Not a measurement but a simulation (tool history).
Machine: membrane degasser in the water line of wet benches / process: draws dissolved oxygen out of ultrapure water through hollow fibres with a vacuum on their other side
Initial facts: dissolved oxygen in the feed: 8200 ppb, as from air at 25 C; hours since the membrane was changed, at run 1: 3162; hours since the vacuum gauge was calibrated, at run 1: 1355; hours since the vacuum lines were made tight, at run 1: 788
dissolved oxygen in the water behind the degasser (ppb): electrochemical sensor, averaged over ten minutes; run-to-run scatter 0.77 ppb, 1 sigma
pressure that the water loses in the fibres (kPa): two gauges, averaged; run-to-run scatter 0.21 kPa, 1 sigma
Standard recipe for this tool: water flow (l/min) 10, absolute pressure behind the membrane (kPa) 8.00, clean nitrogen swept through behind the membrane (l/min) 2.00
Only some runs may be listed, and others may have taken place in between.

run    hour  water flow (l/min)  absolute pressure behind the membrane (kPa)  clean nitrogen swept through behind the membrane (l/min)  hours since the membrane was changed  hours since the vacuum gauge was calibrated  hours since the vacuum lines were made tight  dissolved oxygen in the water behind the degasser (ppb)  pressure that the water loses in the fibres (kPa)
  1     0.0                  10                                         8.00                                                      2.00                                  3162                                         1355                                           788                                                     74.2                                              52.96
  2   163.8                  10                                        13.35                                                      2.00                                  3326                                         1519                                           951                                                    139.5                                              52.78
  3   243.6                  10                                        13.35                                                      2.00                                  3406                                         1598                                          1031                                                    140.0                                              52.94
  4   401.6                  10                                        13.35                                                      2.00                                  3564                                         1756                                          1189                                                    139.4                                              53.01
  5   553.3                  10                                        13.35                                                      2.00                                  3716                                         1908                                          1341                                                    142.6                                              53.26
  6   654.8                  10                                        13.35                                                      2.00                                  3817                                         2010                                          1442                                                    144.3                                              53.36
  7   766.4                  10                                        16.78                                                      2.03                                  3929                                         2121                                          1554                                                    178.0                                              53.06
  8   917.6                   8                                        19.43                                                      4.30                                  4080                                         2272                                          1705                                                     81.4                                              42.65
  9  1082.9                   8                                        10.26                                                      1.03                                  4245                                         2438                                          1870                                                    139.8                                              43.00
 10  1209.9                   8                                        10.26                                                      1.03                                  4372                                         2565                                          1997                                                    141.3                                              42.63
 11  1377.7                   8                                        10.26                                                      1.03                                  4540                                         2732                                          2165                                                    142.1                                              43.18
 12  1456.0                  10                                         7.44                                                      2.00                                  4618                                         2811                                          2244                                                     71.7                                              54.18

The same runs without the tool's hidden state, with the same run-to-run variation:
The hidden state here: membrane still open, %; true pressure behind the membrane over the reading, kPa; air that leaks in behind the membrane, l/min; drift of the gauge itself on oxygen_ppb, %; drift of the gauge itself on loss_of_pressure_kpa, %.
run  dissolved oxygen in the water behind the degasser (ppb)  pressure that the water loses in the fibres (kPa)
  1                                                     69.3                                              51.15
  2                                                    133.9                                              50.87
  3                                                    134.1                                              51.00
  4                                                    133.2                                              50.97
  5                                                    135.8                                              51.12
  6                                                    137.2                                              51.16
  7                                                    170.6                                              50.80
  8                                                     77.9                                              40.76
  9                                                    132.7                                              41.02
 10                                                    133.7                                              40.61
 11                                                    134.1                                              41.06
 12                                                     63.2                                              51.47

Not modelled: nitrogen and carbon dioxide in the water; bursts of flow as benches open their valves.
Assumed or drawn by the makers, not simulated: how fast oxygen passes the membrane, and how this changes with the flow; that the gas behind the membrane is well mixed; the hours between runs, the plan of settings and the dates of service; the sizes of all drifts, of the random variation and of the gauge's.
